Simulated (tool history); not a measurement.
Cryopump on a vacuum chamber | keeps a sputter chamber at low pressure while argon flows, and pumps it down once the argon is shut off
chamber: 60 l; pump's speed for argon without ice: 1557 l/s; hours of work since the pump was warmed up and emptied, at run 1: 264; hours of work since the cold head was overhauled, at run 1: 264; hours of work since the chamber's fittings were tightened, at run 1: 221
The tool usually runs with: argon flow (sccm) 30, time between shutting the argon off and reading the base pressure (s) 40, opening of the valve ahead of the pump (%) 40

run	day	argon flow (sccm)	time between shutting the argon off and reading the base pressure (s)	opening of the valve ahead of the pump (%)	hours of work since the pump was warmed up and emptied	hours of work since the cold head was overhauled	hours of work since the chamber's fittings were tightened	pressure while argon flows (Pa)	pressure after the wait (uPa)
1	0	30	40	40	264	264	221	0.0843	0.85
2	1.392	30	40	40	284	284	241	0.085	0.84
3	3	30	40	40	306	306	263	0.0853	0.83
4	4.133	30	255	40	322	322	279	0.086	0.43
5	5.658	30	255	40	344	344	300	0.0861	0.42
6	6.933	30	255	40	362	362	318	0.0853	0.45
7	7.942	30	40	40	376	376	333	0.0855	0.92
8	9.688	30	40	40	400	400	357	0.0871	0.93
9	10.95	30	37	40	418	418	375	0.0868	0.99
10	12.871	30	37	40	445	445	402	0.087	1
11	14.512	30	37	40	468	468	425	0.0881	1.01
12	15.321	30	40	24	479	479	436	0.1423	1.01
13	16.442	30	40	24	495	495	452	0.1428	1.02
14	18.121	30	40	24	519	519	476	0.1426	1.06
15	19.146	25	134	37	533	533	490	0.0791	0.63
16	20.767	16	76	40	556	556	513	0.0473	0.76
17	22.604	58	69	41	582	582	539	0.1695	0.81
18	24.375	48	209	49	607	607	563	0.1195	0.66
19	25.488	48	209	49	622	622	579	0.1193	0.61
20	27.221	16	209	21	647	647	603	0.087	0.7
21	28.471	20	76	58	664	664	621	0.0449	0.89
22	30.358	20	76	58	691	691	647	0.0439	0.87
23	31.846	20	76	58	712	712	668	0.0447	0.92
24	33.188	20	76	58	730	730	687	0.0438	0.95
25	34.208	20	76	58	745	745	702	0.045	0.93
26	36.046	20	76	58	771	771	727	0.0456	0.94
27	37.717	40	40	40	794	794	751	0.1251	1.2

Branching from run 27: 4 alternative next runs. What would each branch give?
A	38.746	30	37	40	809	809	765	?	?
B	38.746	40	108	29	809	809	765	?	?
C	38.746	30	138	58	809	809	765	?	?
D	38.746	50	36	45	809	809	765	?	?

run	pressure while argon flows (Pa)	pressure after the wait (uPa)
A	0.0929	1.24
B	0.1671	0.89
C	0.0683	0.83
D	0.1421	1.3
Stripped of hidden state, with their random variation kept, the same runs would have yielded:
run	pressure while argon flows (Pa)	pressure after the wait (uPa)
A	0.0806	0.71
B	0.1506	0.35
C	0.0561	0.3
D	0.1216	0.76

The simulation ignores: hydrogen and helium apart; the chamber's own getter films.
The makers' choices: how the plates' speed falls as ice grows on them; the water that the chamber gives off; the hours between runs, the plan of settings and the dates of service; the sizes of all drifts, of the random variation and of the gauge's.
